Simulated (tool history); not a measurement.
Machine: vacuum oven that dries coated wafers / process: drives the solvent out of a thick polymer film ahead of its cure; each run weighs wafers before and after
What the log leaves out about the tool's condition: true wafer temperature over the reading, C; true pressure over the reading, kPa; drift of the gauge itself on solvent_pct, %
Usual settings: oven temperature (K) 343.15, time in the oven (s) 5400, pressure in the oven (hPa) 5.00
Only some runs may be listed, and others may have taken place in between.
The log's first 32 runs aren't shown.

run    hour  oven temperature (K)  time in the oven (s)  pressure in the oven (hPa)  hours of work since the thermocouples were calibrated  hours of work since the vacuum gauge was cleaned of residue  solvent left in the film (%)
 33   788.5                343.15                  5400                       15.52                                                    875                                                         1275                          3.30
      801.9  -- oven's thermocouples calibrated
 34   812.0                343.15                  5400                        6.10                                                      8                                                         1292                          2.07
 35   840.5                343.15                  5400                       19.10                                                     31                                                         1315                          3.23
 36   859.1                329.15                  3000                       11.22                                                     45                                                         1330                         11.79
 37   874.6                330.15                  5340                       11.22                                                     58                                                         1342                          7.93
 38   895.2                331.15                  5400                        5.00                                                     74                                                         1358                          6.56
 39   916.3                331.15                  5400                        5.00                                                     91                                                         1375                          6.68
 40   948.2                343.15                  3720                       13.70                                                    116                                                         1401                          4.41
 41   962.3                356.15                  3660                        8.22                                                    127                                                         1412                          0.92
 42   984.1                348.15                  5400                        7.24                                                    144                                                         1429                          1.24
 43   999.8                348.15                  5400                        7.24                                                    157                                                         1441                          1.25
 44  1025.7                343.15                  3960                       10.68                                                    177                                                         1462                          3.88
 45  1054.9                343.15                  3960                       10.68                                                    201                                                         1485                          3.89
 46  1085.7                342.15                  4560                        5.00                                                    225                                                         1510                          3.05

Below are 5 alternative next runs, each starting from the tool's condition after run 46. Predict each:
  A  1101.6                328.15                  7800                        7.72                                                    238                                                         1522                             ?
  B  1101.6                343.15                  4860                       15.89                                                    238                                                         1522                             ?
  C  1101.6                342.15                  4560                        9.21                                                    238                                                         1522                             ?
  D  1101.6                342.15                  4560                       19.37                                                    238                                                         1522                             ?
  E  1101.6                342.15                  6180                        5.00                                                    238                                                         1522                             ?

run  solvent left in the film (%)
  A                          6.19
  B                          3.41
  C                          3.46
  D                          4.35
  E                          1.89
Without the tool's unlogged condition, the same runs would have read:
run  solvent left in the film (%)
  A                          5.83
  B                          3.19
  C                          3.24
  D                          4.13
  E                          1.66
